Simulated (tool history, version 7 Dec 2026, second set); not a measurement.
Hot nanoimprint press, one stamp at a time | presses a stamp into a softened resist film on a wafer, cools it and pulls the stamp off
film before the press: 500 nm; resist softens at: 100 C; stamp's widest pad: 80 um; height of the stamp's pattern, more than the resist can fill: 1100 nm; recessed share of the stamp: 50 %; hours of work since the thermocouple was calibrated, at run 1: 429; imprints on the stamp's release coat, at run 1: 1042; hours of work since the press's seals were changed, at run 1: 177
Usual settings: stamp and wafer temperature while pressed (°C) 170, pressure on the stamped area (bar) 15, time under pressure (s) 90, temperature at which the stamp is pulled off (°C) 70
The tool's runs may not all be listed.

run	hour	stamp and wafer temperature while pressed (°C)	pressure on the stamped area (bar)	time under pressure (s)	temperature at which the stamp is pulled off (°C)	hours of work since the thermocouple was calibrated	imprints on the stamp's release coat	hours of work since the press's seals were changed	resist left under the stamp's widest pad (nm)	greatest force while the stamp is pulled off (N)
1	0	170	15	90	70	429	1042	177	260	231
2	5.5	170	15	90	70	433	1057	180	259.3	238
3	9.4	170	15	101	70	435	1068	183	246.5	255
4	17.2	170	15	101	70	440	1089	187	252.4	246
5	26.5	170	15	101	70	445	1114	193	248.4	235
6	35	170	15	101	70	450	1137	198	252.2	243
7	40.3	170	15	90	70	454	1151	201	259.9	240
8	47.4	170	15	90	70	458	1170	205	259.8	238
9	52	170	15	90	70	461	1182	208	259.1	239
10	60.5	170	15	90	70	466	1205	213	257.1	243
11	65.9	170	15	90	70	469	1219	217	257.1	246
12	71.7	170	15	90	70	472	1235	220	259.4	237
13	78.8	170	15	90	70	477	1254	224	256.2	238
14	85.3	170	15	90	70	481	1271	228	261	234
15	91.4	170	15	90	70	484	1288	232	260.5	241
16	100.9	170	17.9	90	73	490	1313	238	238	230
17	107.5	170	17.9	90	73	494	1331	242	240.2	223

Forecast run 18:
18	114.1	170	12.7	160	57	498	1349	246	?	?

Run 18 gave resist left under the stamp's widest pad (nm) 228.4, greatest force while the stamp is pulled off (N) 314.
Without the tool's hidden state the same run would have given resist left under the stamp's widest pad (nm) 228.3, greatest force while the stamp is pulled off (N) 312.
